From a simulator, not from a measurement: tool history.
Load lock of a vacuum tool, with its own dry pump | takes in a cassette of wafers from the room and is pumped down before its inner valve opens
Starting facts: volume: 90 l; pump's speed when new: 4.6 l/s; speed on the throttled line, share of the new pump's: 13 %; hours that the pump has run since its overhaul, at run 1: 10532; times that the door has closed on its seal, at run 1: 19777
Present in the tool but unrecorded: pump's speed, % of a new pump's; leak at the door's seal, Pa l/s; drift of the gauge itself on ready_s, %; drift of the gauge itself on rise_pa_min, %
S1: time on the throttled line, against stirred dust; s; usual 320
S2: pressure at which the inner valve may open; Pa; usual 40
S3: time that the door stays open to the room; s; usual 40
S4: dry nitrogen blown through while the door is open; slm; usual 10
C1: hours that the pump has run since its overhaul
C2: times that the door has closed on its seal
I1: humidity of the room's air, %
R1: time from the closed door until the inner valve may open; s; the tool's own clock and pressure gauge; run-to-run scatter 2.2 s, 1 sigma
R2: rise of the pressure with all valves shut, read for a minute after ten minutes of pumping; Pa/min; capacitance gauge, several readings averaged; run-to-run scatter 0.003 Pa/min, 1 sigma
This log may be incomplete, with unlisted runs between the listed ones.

{"run": 1, "day": 0.0, "S1": 320, "S2": 40, "S3": 40, "S4": 10, "C1": 10532, "C2": 19777, "I1": 47.2, "R1": 455.3, "R2": 0.254}
{"run": 2, "day": 15.896, "S1": 320, "S2": 40, "S3": 40, "S4": 10, "C1": 10914, "C2": 20351, "I1": 43.8, "R1": 455.7, "R2": 0.261}
{"run": 3, "day": 32.708, "S1": 320, "S2": 40, "S3": 26, "S4": 10, "C1": 11317, "C2": 20958, "I1": 42.1, "R1": 453.9, "R2": 0.269}
{"run": 4, "day": 47.221, "S1": 320, "S2": 40, "S3": 26, "S4": 10, "C1": 11666, "C2": 21483, "I1": 42.8, "R1": 458.3, "R2": 0.269}
{"run": 5, "day": 64.829, "S1": 320, "S2": 40, "S3": 40, "S4": 10, "C1": 12088, "C2": 22119, "I1": 46.7, "R1": 462.1, "R2": 0.295}
{"run": 6, "day": 82.908, "S1": 320, "S2": 40, "S3": 40, "S4": 10, "C1": 12522, "C2": 22772, "I1": 42.7, "R1": 461.7, "R2": 0.31}
{"run": 7, "day": 100.225, "S1": 320, "S2": 40, "S3": 40, "S4": 10, "C1": 12938, "C2": 23397, "I1": 46.0, "R1": 462.2, "R2": 0.323}
{"run": 8, "day": 110.296, "S1": 320, "S2": 40, "S3": 40, "S4": 10, "C1": 13179, "C2": 23761, "I1": 42.9, "R1": 461.7, "R2": 0.317}
{"run": 9, "day": 120.896, "S1": 320, "S2": 40, "S3": 40, "S4": 10, "C1": 13434, "C2": 24144, "I1": 43.9, "R1": 462.0, "R2": 0.331}
{"run": 10, "day": 136.738, "S1": 320, "S2": 53, "S3": 40, "S4": 5, "C1": 13814, "C2": 24716, "I1": 42.1, "R1": 456.8, "R2": 0.343}
{"run": 11, "day": 147.588, "S1": 286, "S2": 40, "S3": 32, "S4": 10, "C1": 14074, "C2": 25108, "I1": 45.9, "R1": 436.4, "R2": 0.347}
{"run": 12, "day": 159.354, "S1": 384, "S2": 40, "S3": 40, "S4": 10, "C1": 14357, "C2": 25533, "I1": 45.9, "R1": 514.5, "R2": 0.357}
{"run": 13, "day": 176.983, "S1": 384, "S2": 40, "S3": 37, "S4": 10, "C1": 14780, "C2": 26170, "I1": 43.2, "R1": 514.5, "R2": 0.367}
{"run": 14, "day": 193.8, "S1": 384, "S2": 40, "S3": 37, "S4": 10, "C1": 15184, "C2": 26777, "I1": 44.2, "R1": 520.1, "R2": 0.377}
{"run": 15, "day": 206.817, "S1": 320, "S2": 46, "S3": 76, "S4": 10, "C1": 15496, "C2": 27248, "I1": 43.6, "R1": 459.1, "R2": 0.403}
{"run": 16, "day": 218.438, "S1": 442, "S2": 49, "S3": 40, "S4": 10, "C1": 15775, "C2": 27667, "I1": 44.0, "R1": 562.7, "R2": 0.404}
{"run": 17, "day": 226.696, "S1": 442, "S2": 49, "S3": 40, "S4": 10, "C1": 15973, "C2": 27966, "I1": 45.1, "R1": 567.3, "R2": 0.412}
{"run": 18, "day": 235.546, "S1": 442, "S2": 32, "S3": 40, "S4": 4, "C1": 16185, "C2": 28285, "I1": 44.9, "R1": 579.2, "R2": 0.425}

For each run, the measured value with the value that run would have given without the tool's hidden condition subtracted. The run-to-run variation is shared by both, the gauge scatter possibly not:
run=1 R1=+21.7 R2=+0.221
run=2 R1=+22.6 R2=+0.230
run=3 R1=+23.6 R2=+0.245
run=4 R1=+24.7 R2=+0.249
run=5 R1=+25.9 R2=+0.266
run=6 R1=+27.0 R2=+0.273
run=7 R1=+28.0 R2=+0.290
run=8 R1=+28.6 R2=+0.289
run=9 R1=+29.2 R2=+0.303
run=10 R1=+28.4 R2=+0.308
run=11 R1=+32.3 R2=+0.319
run=12 R1=+29.0 R2=+0.327
run=13 R1=+30.1 R2=+0.341
run=14 R1=+31.4 R2=+0.351
run=15 R1=+33.9 R2=+0.355
run=16 R1=+29.4 R2=+0.368
run=17 R1=+30.1 R2=+0.376
run=18 R1=+33.6 R2=+0.385
